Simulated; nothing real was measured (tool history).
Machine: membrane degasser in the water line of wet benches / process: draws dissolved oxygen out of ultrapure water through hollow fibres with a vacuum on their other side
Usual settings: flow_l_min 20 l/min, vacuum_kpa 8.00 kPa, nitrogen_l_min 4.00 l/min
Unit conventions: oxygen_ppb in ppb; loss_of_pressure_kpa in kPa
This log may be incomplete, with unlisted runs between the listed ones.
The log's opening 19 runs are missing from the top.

{"run": 20, "day": 47.042, "flow_l_min": 20, "vacuum_kpa": 18.5, "nitrogen_l_min": 4.0, "oxygen_ppb": 221.4, "loss_of_pressure_kpa": 47.24}
{"run": 21, "day": 49.704, "flow_l_min": 18, "vacuum_kpa": 13.97, "nitrogen_l_min": 8.5, "oxygen_ppb": 80.2, "loss_of_pressure_kpa": 42.61}
{"run": 22, "day": 52.846, "flow_l_min": 19, "vacuum_kpa": 4.94, "nitrogen_l_min": 1.94, "oxygen_ppb": 71.4, "loss_of_pressure_kpa": 45.46}
{"run": 23, "day": 55.204, "flow_l_min": 20, "vacuum_kpa": 7.36, "nitrogen_l_min": 1.97, "oxygen_ppb": 137.6, "loss_of_pressure_kpa": 47.19}
{"day": 55.412, "done": "vacuum gauge calibrated"}
{"run": 24, "day": 57.225, "flow_l_min": 20, "vacuum_kpa": 8.74, "nitrogen_l_min": 4.47, "oxygen_ppb": 94.6, "loss_of_pressure_kpa": 47.45}
{"run": 25, "day": 59.492, "flow_l_min": 25, "vacuum_kpa": 16.25, "nitrogen_l_min": 7.81, "oxygen_ppb": 171.0, "loss_of_pressure_kpa": 59.33}
{"run": 26, "day": 62.038, "flow_l_min": 14, "vacuum_kpa": 12.91, "nitrogen_l_min": 4.0, "oxygen_ppb": 95.7, "loss_of_pressure_kpa": 33.24}
{"run": 27, "day": 65.375, "flow_l_min": 19, "vacuum_kpa": 17.89, "nitrogen_l_min": 6.11, "oxygen_ppb": 141.5, "loss_of_pressure_kpa": 44.89}
{"run": 28, "day": 68.5, "flow_l_min": 19, "vacuum_kpa": 17.89, "nitrogen_l_min": 6.11, "oxygen_ppb": 141.6, "loss_of_pressure_kpa": 45.03}
{"run": 29, "day": 70.067, "flow_l_min": 19, "vacuum_kpa": 17.89, "nitrogen_l_min": 6.11, "oxygen_ppb": 141.9, "loss_of_pressure_kpa": 45.22}
{"run": 30, "day": 73.092, "flow_l_min": 14, "vacuum_kpa": 11.64, "nitrogen_l_min": 4.0, "oxygen_ppb": 83.6, "loss_of_pressure_kpa": 33.06}

Branching from run 30: 3 alternative next runs. What would each branch give?
{"run": "A", "day": 74.575, "flow_l_min": 24, "vacuum_kpa": 9.06, "nitrogen_l_min": 1.68, "oxygen_ppb": "?", "loss_of_pressure_kpa": "?"}
{"run": "B", "day": 74.575, "flow_l_min": 25, "vacuum_kpa": 10.63, "nitrogen_l_min": 4.0, "oxygen_ppb": "?", "loss_of_pressure_kpa": "?"}
{"run": "C", "day": 74.575, "flow_l_min": 14, "vacuum_kpa": 9.48, "nitrogen_l_min": 2.42, "oxygen_ppb": "?", "loss_of_pressure_kpa": "?"}

run=A oxygen_ppb=250.5 loss_of_pressure_kpa=56.91
run=B oxygen_ppb=181.6 loss_of_pressure_kpa=59.77
run=C oxygen_ppb=99.1 loss_of_pressure_kpa=33.18
What these runs would have given with no unlogged condition in the tool:
run=A oxygen_ppb=241.6 loss_of_pressure_kpa=55.94
run=B oxygen_ppb=173.4 loss_of_pressure_kpa=58.76
run=C oxygen_ppb=94.3 loss_of_pressure_kpa=32.61

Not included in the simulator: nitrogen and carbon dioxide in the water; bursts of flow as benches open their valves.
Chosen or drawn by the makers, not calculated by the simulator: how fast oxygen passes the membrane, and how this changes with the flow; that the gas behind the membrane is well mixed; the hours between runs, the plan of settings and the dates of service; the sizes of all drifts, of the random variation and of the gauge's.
